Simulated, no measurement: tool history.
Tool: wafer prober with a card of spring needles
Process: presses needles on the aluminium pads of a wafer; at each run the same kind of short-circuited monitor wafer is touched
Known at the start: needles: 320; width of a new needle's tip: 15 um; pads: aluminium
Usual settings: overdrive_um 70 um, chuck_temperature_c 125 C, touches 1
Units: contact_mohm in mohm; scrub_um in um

| run | hour | overdrive_um | chuck_temperature_c | touches | contact_mohm | scrub_um |
|---|---|---|---|---|---|---|
| 1 | 0.0 | 70 | 125 | 1 | 168 | 8.60 |
|  | 14.9 | tips cleaned on abrasive film |
| 2 | 31.9 | 70 | 125 | 1 | 178 | 8.62 |
|  | 40.8 | tips cleaned on abrasive film |
| 3 | 58.7 | 70 | 125 | 1 | 179 | 8.67 |
|  | 64.9 | tips cleaned on abrasive film |
|  | 88.5 | tips cleaned on abrasive film |
| 4 | 102.8 | 70 | 125 | 1 | 174 | 8.64 |
|  | 112.4 | tips cleaned on abrasive film |
| 5 | 121.7 | 70 | 125 | 1 | 167 | 8.63 |
|  | 136.2 | tips cleaned on abrasive film |
| 6 | 142.2 | 52 | 125 | 1 | 191 | 6.27 |
|  | 159.1 | tips cleaned on abrasive film |
| 7 | 164.6 | 65 | 125 | 1 | 164 | 8.04 |
|  | 182.1 | tips cleaned on abrasive film |
| 8 | 194.4 | 70 | 125 | 2 | 162 | 8.69 |
|  | 206.5 | tips cleaned on abrasive film |
| 9 | 225.3 | 70 | 125 | 2 | 164 | 8.55 |
|  | 229.4 | tips cleaned on abrasive film |
|  | 229.7 | height of the first contact set anew |
|  | 252.8 | tips cleaned on abrasive film |
| 10 | 266.4 | 70 | 119 | 2 | 162 | 8.40 |
|  | 277.9 | tips cleaned on abrasive film |
| 11 | 296.9 | 61 | 44 | 1 | 201 | 7.07 |
|  | 302.9 | tips cleaned on abrasive film |
| 12 | 321.0 | 73 | 125 | 1 | 182 | 8.70 |
|  | 329.0 | tips cleaned on abrasive film |
|  | 352.9 | tips cleaned on abrasive film |
| 13 | 354.4 | 59 | 48 | 2 | 136 | 6.95 |
|  | 375.7 | tips cleaned on abrasive film |
| 14 | 383.0 | 59 | 48 | 2 | 159 | 6.82 |
|  | 391.3 | height of the first contact set anew, once more |
|  | 401.4 | tips cleaned on abrasive film |
| 15 | 411.7 | 59 | 48 | 2 | 154 | 7.46 |

3 ways to go on from here, each from the tool as it stands after run 15. What would each give?
|  | 425.9 | tips cleaned on abrasive film |
| A | 436.1 | 70 | 54 | 1 | ? | ? |
|  | 425.9 | tips cleaned on abrasive film |
| B | 436.1 | 85 | 28 | 2 | ? | ? |
|  | 425.9 | tips cleaned on abrasive film |
| C | 436.1 | 51 | 96 | 1 | ? | ? |

| run | contact_mohm | scrub_um |
|---|---|---|
| A | 162 | 8.82 |
| B | 132 | 10.78 |
| C | 204 | 6.51 |
Without the tool's hidden state the same runs would have given:
| run | contact_mohm | scrub_um |
|---|---|---|
| A | 123 | 8.85 |
| B | 114 | 10.80 |
| C | 139 | 6.54 |
